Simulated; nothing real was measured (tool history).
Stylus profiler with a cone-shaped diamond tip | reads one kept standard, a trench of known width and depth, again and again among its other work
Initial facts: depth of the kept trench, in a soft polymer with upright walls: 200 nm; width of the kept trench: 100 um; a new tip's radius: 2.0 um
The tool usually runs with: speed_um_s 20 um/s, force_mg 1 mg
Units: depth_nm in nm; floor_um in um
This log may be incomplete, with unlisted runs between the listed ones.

Run 1, day 0: usual settings. Result: depth_nm 201.45 nm, floor_um 98.19 um.
Run 2, day 0.379: usual settings but force_mg 1.31 mg. Result: depth_nm 201.88 nm, floor_um 98.2 um.
Run 3, day 1.058: usual settings but force_mg 1.31 mg. Result: depth_nm 201.85 nm, floor_um 98.22 um.
Run 4, day 1.592: usual settings but force_mg 1.31 mg. Result: depth_nm 201.72 nm, floor_um 98.17 um.
Run 5, day 2.162: usual settings but speed_um_s 28 um/s, force_mg 1.31 mg. Result: depth_nm 201.69 nm, floor_um 98.16 um.
Run 6, day 2.638: usual settings but speed_um_s 27 um/s. Result: depth_nm 201.59 nm, floor_um 98.15 um.
Run 7, day 3.212: usual settings but speed_um_s 27 um/s. Result: depth_nm 201.42 nm, floor_um 98.09 um.
Run 8, day 3.729: usual settings but speed_um_s 27 um/s, force_mg 2.26 mg. Result: depth_nm 202.81 nm, floor_um 98.2 um.
Run 9, day 4.071: usual settings but speed_um_s 27 um/s, force_mg 2.26 mg. Result: depth_nm 202.49 nm, floor_um 98.17 um.
Run 10, day 4.488: usual settings but speed_um_s 27 um/s, force_mg 2.26 mg. Result: depth_nm 202.6 nm, floor_um 98.18 um.
Run 11, day 4.862: usual settings but force_mg 1.1 mg. Result: depth_nm 201.6 nm, floor_um 98.15 um.
Run 12, day 5.388: usual settings but force_mg 1.1 mg. Result: depth_nm 201.43 nm, floor_um 98.12 um.
Run 13, day 5.675: usual settings but force_mg 1.1 mg. Result: depth_nm 201.79 nm, floor_um 98.15 um.
Run 14, day 6.062: usual settings but speed_um_s 6 um/s. Result: depth_nm 201.37 nm, floor_um 98.25 um.
Run 15, day 6.429: usual settings but speed_um_s 45 um/s. Result: depth_nm 201.61 nm, floor_um 98.01 um.
Run 16, day 7.046: usual settings but speed_um_s 45 um/s. Result: depth_nm 201.57 nm, floor_um 98.01 um.
Run 17, day 7.383: usual settings but force_mg 0.62 mg. Result: depth_nm 201.14 nm, floor_um 98.11 um.
Run 18, day 7.742: usual settings but force_mg 0.62 mg. Result: depth_nm 201.18 nm, floor_um 98.05 um.
Run 19, day 8.142: usual settings but force_mg 2.37 mg. Result: depth_nm 202.52 nm, floor_um 98.11 um.
Run 20, day 8.562: usual settings but speed_um_s 44 um/s, force_mg 2.99 mg. Result: depth_nm 202.99 nm, floor_um 98.13 um.
Run 21, day 9.125: usual settings but speed_um_s 7 um/s. Result: depth_nm 201.58 nm, floor_um 98.15 um.
Run 22, day 9.775: usual settings but speed_um_s 55 um/s, force_mg 0.58 mg. Result: depth_nm 201.12 nm, floor_um 97.88 um.
Run 23, day 10.317: usual settings but speed_um_s 55 um/s, force_mg 0.58 mg. Result: depth_nm 201.09 nm, floor_um 97.89 um.
Run 24, day 10.925: usual settings but speed_um_s 55 um/s, force_mg 0.58 mg. Result: depth_nm 201.17 nm, floor_um 97.86 um.
Run 25, day 11.2: usual settings but speed_um_s 55 um/s, force_mg 0.58 mg. Result: depth_nm 201.03 nm, floor_um 97.85 um.
At day 11.271: height scale calibrated on a step standard.
Run 26, day 11.621: usual settings but speed_um_s 55 um/s, force_mg 0.58 mg. Result: depth_nm 201.19 nm, floor_um 97.84 um.
Run 27, day 12.233: usual settings but speed_um_s 11 um/s, force_mg 2.76 mg. Result: depth_nm 203.06 nm, floor_um 98.13 um.
Run 28, day 12.871: usual settings but speed_um_s 18 um/s, force_mg 0.37 mg. Result: depth_nm 201.07 nm, floor_um 98.05 um.
Run 29, day 13.504: usual settings but speed_um_s 9 um/s, force_mg 0.59 mg. Result: depth_nm 201.16 nm, floor_um 98.11 um.
Run 30, day 13.821: usual settings but speed_um_s 73 um/s, force_mg 1.63 mg. Result: depth_nm 202.27 nm, floor_um 97.9 um.
Run 31, day 14.204: usual settings but speed_um_s 5 um/s, force_mg 2.14 mg. Result: depth_nm 202.66 nm, floor_um 98.11 um.
Run 32, day 14.558: usual settings but speed_um_s 14 um/s, force_mg 2.14 mg. Result: depth_nm 202.72 nm, floor_um 98.12 um.
At day 15.112: height scale calibrated on a step standard, once more.
Run 33, day 15.117: usual settings but speed_um_s 14 um/s, force_mg 2.14 mg. Result: depth_nm 202.44 nm, floor_um 98.11 um.
Run 34, day 15.8: usual settings but speed_um_s 19 um/s, force_mg 1.28 mg. Result: depth_nm 201.66 nm, floor_um 98.08 um.
Run 35, day 16.079: usual settings but speed_um_s 14 um/s, force_mg 0.96 mg. Result: depth_nm 201.38 nm, floor_um 98.06 um.
Run 36, day 16.608: usual settings but speed_um_s 46 um/s, force_mg 0.51 mg. Result: depth_nm 200.84 nm, floor_um 97.91 um.
Run 37, day 17.175: usual settings but speed_um_s 10 um/s, force_mg 2.26 mg. Result: depth_nm 202.46 nm, floor_um 98.13 um.
Run 38, day 17.592: usual settings but speed_um_s 10 um/s, force_mg 2.26 mg. Result: depth_nm 202.53 nm, floor_um 98.05 um.

Here are 5 independent what-if runs from the current tool condition. What would each one return?
Run A, day 18.229: usual settings but speed_um_s 31 um/s, force_mg 0.4 mg. Result: depth_nm ?, floor_um ?.
Run B, day 18.229: usual settings but speed_um_s 10 um/s, force_mg 2.14 mg. Result: depth_nm ?, floor_um ?.
Run C, day 18.229: usual settings but force_mg 0.97 mg. Result: depth_nm ?, floor_um ?.
Run D, day 18.229: usual settings but speed_um_s 33 um/s, force_mg 1.25 mg. Result: depth_nm ?, floor_um ?.
Run E, day 18.229: usual settings but speed_um_s 64 um/s, force_mg 2.76 mg. Result: depth_nm ?, floor_um ?.

run  depth_nm  floor_um
  A    200.77     97.89
  B    202.37     98.11
  C    201.45     98.02
  D     201.6        98
  E       203     97.98
What these runs would have given with no unlogged condition in the tool:
run  depth_nm  floor_um
  A    200.78     98.03
  B    202.38     98.25
  C    201.46     98.15
  D    201.61     98.13
  E    203.01     98.12
